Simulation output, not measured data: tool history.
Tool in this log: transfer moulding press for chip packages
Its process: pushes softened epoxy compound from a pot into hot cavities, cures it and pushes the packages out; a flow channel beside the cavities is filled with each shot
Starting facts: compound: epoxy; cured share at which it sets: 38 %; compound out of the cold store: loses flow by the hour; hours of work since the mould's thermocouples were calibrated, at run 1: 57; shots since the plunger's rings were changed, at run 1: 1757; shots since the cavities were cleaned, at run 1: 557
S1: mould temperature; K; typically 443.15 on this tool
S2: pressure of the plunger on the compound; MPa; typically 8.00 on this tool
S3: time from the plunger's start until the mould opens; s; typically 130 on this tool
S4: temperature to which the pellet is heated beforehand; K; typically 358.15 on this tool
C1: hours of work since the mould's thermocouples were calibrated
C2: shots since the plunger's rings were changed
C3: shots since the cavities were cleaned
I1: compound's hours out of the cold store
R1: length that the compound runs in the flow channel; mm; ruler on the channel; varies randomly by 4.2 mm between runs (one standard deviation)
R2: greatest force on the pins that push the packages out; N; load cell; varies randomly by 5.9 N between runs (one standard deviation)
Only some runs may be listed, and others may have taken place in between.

run	hour	S1	S2	S3	S4	C1	C2	C3	I1	R1	R2
1	0.0	443.15	8.00	130	358.15	57	1757	557	18.3	661	334
2	31.1	443.15	8.00	130	358.15	72	1979	779	13.7	667	331
3	54.1	443.15	9.88	130	358.15	83	2142	942	27.1	698	345
4	70.4	443.15	8.00	130	358.15	91	2258	1058	29.9	628	335
# hour 87.0: cavities cleaned with cleaning compound and waxed
5	87.0	443.15	8.00	130	358.15	98	2365	0	24.2	638	415
6	106.6	443.15	8.00	130	358.15	108	2505	140	26.9	626	422
7	135.9	443.15	8.00	130	358.15	122	2714	349	14.4	652	390
8	162.6	443.15	8.00	120	358.15	134	2904	539	41.0	589	424
9	185.9	443.15	8.00	130	358.15	146	3069	704	24.7	618	370
# hour 209.1: cavities cleaned with cleaning compound and waxed, once more
10	209.6	443.15	8.00	130	358.15	156	3228	4	12.1	655	223
11	233.7	443.15	8.00	130	358.15	168	3399	175	42.8	581	242
12	260.7	443.15	8.00	130	358.15	181	3591	367	17.2	640	287
13	289.7	443.15	8.00	130	358.15	194	3798	574	28.5	602	322
14	315.3	443.15	9.06	148	358.15	207	3980	756	36.0	629	301

Predict the results of run 15:
15	330.7	443.15	9.83	145	366.15	214	4090	866	42.3	?	?

{"run 15": {"R1": 635, "R2": 288}}
If the tool had no hidden condition, the same run with the same run-to-run variation would have returned R1 688 mm, R2 189 N.
